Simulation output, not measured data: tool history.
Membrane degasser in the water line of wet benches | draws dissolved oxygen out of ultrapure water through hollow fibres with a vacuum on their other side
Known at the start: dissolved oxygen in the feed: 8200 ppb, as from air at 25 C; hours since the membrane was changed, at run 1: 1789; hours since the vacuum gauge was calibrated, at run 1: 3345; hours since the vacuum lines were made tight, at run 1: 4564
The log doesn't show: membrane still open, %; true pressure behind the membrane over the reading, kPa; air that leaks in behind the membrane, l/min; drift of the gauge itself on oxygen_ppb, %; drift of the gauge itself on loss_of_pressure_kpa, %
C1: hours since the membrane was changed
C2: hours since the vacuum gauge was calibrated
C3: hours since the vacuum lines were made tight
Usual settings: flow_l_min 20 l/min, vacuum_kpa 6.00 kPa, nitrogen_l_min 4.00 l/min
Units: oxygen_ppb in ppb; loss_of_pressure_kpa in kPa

Run 1, hour 0.0: usual settings; C1 1789; C2 3345; C3 4564. Result: oxygen_ppb 95.8 ppb, loss_of_pressure_kpa 31.26 kPa.
Run 2, hour 41.3: usual settings; C1 1831; C2 3386; C3 4605. Result: oxygen_ppb 95.4 ppb, loss_of_pressure_kpa 31.42 kPa.
Run 3, hour 88.1: usual settings; C1 1877; C2 3433; C3 4652. Result: oxygen_ppb 96.0 ppb, loss_of_pressure_kpa 31.09 kPa.
Run 4, hour 145.2: usual settings; C1 1935; C2 3490; C3 4709. Result: oxygen_ppb 95.9 ppb, loss_of_pressure_kpa 31.28 kPa.
Run 5, hour 195.4: usual settings; C1 1985; C2 3540; C3 4759. Result: oxygen_ppb 96.4 ppb, loss_of_pressure_kpa 31.39 kPa.
At hour 201.7: vacuum gauge calibrated.
Run 6, hour 234.5: usual settings; C1 2023; C2 33; C3 4798. Result: oxygen_ppb 97.6 ppb, loss_of_pressure_kpa 31.36 kPa.
Run 7, hour 266.8: usual settings; C1 2056; C2 65; C3 4830. Result: oxygen_ppb 97.9 ppb, loss_of_pressure_kpa 31.36 kPa.
Run 8, hour 298.4: usual settings but nitrogen_l_min 10.99 l/min; C1 2087; C2 97; C3 4861. Result: oxygen_ppb 74.6 ppb, loss_of_pressure_kpa 31.48 kPa.
Run 9, hour 339.7: usual settings but nitrogen_l_min 4.29 l/min; C1 2129; C2 138; C3 4903. Result: oxygen_ppb 94.9 ppb, loss_of_pressure_kpa 31.65 kPa.
Run 10, hour 374.6: usual settings but flow_l_min 31 l/min, nitrogen_l_min 4.29 l/min; C1 2164; C2 173; C3 4938. Result: oxygen_ppb 311.2 ppb, loss_of_pressure_kpa 48.88 kPa.
Run 11, hour 433.5: usual settings but flow_l_min 19 l/min, nitrogen_l_min 6.26 l/min; C1 2222; C2 232; C3 4997. Result: oxygen_ppb 72.8 ppb, loss_of_pressure_kpa 29.55 kPa.
Run 12, hour 471.3: usual settings but flow_l_min 23 l/min, nitrogen_l_min 2.68 l/min; C1 2260; C2 270; C3 5034. Result: oxygen_ppb 163.1 ppb, loss_of_pressure_kpa 36.07 kPa.
At hour 499.2: vacuum gauge calibrated, once more.
Run 13, hour 527.9: usual settings but flow_l_min 27 l/min, nitrogen_l_min 6.46 l/min; C1 2316; C2 29; C3 5090. Result: oxygen_ppb 200.3 ppb, loss_of_pressure_kpa 42.21 kPa.
Run 14, hour 568.2: usual settings but flow_l_min 27 l/min, nitrogen_l_min 6.46 l/min; C1 2357; C2 69; C3 5131. Result: oxygen_ppb 200.5 ppb, loss_of_pressure_kpa 42.31 kPa.
Run 15, hour 622.9: usual settings but flow_l_min 15 l/min, vacuum_kpa 5.56 kPa, nitrogen_l_min 10.93 l/min; C1 2411; C2 124; C3 5185. Result: oxygen_ppb 25.4 ppb, loss_of_pressure_kpa 23.95 kPa.
Run 16, hour 685.5: usual settings but vacuum_kpa 9.38 kPa; C1 2474; C2 186; C3 5248. Result: oxygen_ppb 134.7 ppb, loss_of_pressure_kpa 31.45 kPa.
Run 17, hour 722.6: usual settings but flow_l_min 16 l/min, vacuum_kpa 8.45 kPa, nitrogen_l_min 1.77 l/min; C1 2511; C2 223; C3 5285. Result: oxygen_ppb 136.3 ppb, loss_of_pressure_kpa 25.26 kPa.

5 ways to go on from here, each from the tool as it stands after run 17. What would each give?
Run A, hour 752.2: usual settings but flow_l_min 23 l/min, vacuum_kpa 7.56 kPa, nitrogen_l_min 11.63 l/min; C1 2541; C2 253; C3 5315. Result: oxygen_ppb ?, loss_of_pressure_kpa ?.
Run B, hour 752.2: usual settings but flow_l_min 28 l/min, vacuum_kpa 5.88 kPa, nitrogen_l_min 7.04 l/min; C1 2541; C2 253; C3 5315. Result: oxygen_ppb ?, loss_of_pressure_kpa ?.
Run C, hour 752.2: usual settings but nitrogen_l_min 4.03 l/min; C1 2541; C2 253; C3 5315. Result: oxygen_ppb ?, loss_of_pressure_kpa ?.
Run D, hour 752.2: usual settings but vacuum_kpa 13.99 kPa; C1 2541; C2 253; C3 5315. Result: oxygen_ppb ?, loss_of_pressure_kpa ?.
Run E, hour 752.2: usual settings but flow_l_min 24 l/min, vacuum_kpa 8.45 kPa, nitrogen_l_min 7.96 l/min; C1 2541; C2 253; C3 5315. Result: oxygen_ppb ?, loss_of_pressure_kpa ?.

run  oxygen_ppb  loss_of_pressure_kpa
  A       122.7                 36.13
  B       217.2                 44.03
  C        94.4                 31.63
  D       192.7                 31.76
  E       156.9                 37.94
Without the tool's hidden state the same runs would have given:
run  oxygen_ppb  loss_of_pressure_kpa
  A       117.5                 35.72
  B       209.1                 43.53
  C        90.7                 31.27
  D       187.1                 31.41
  E       150.8                 37.51
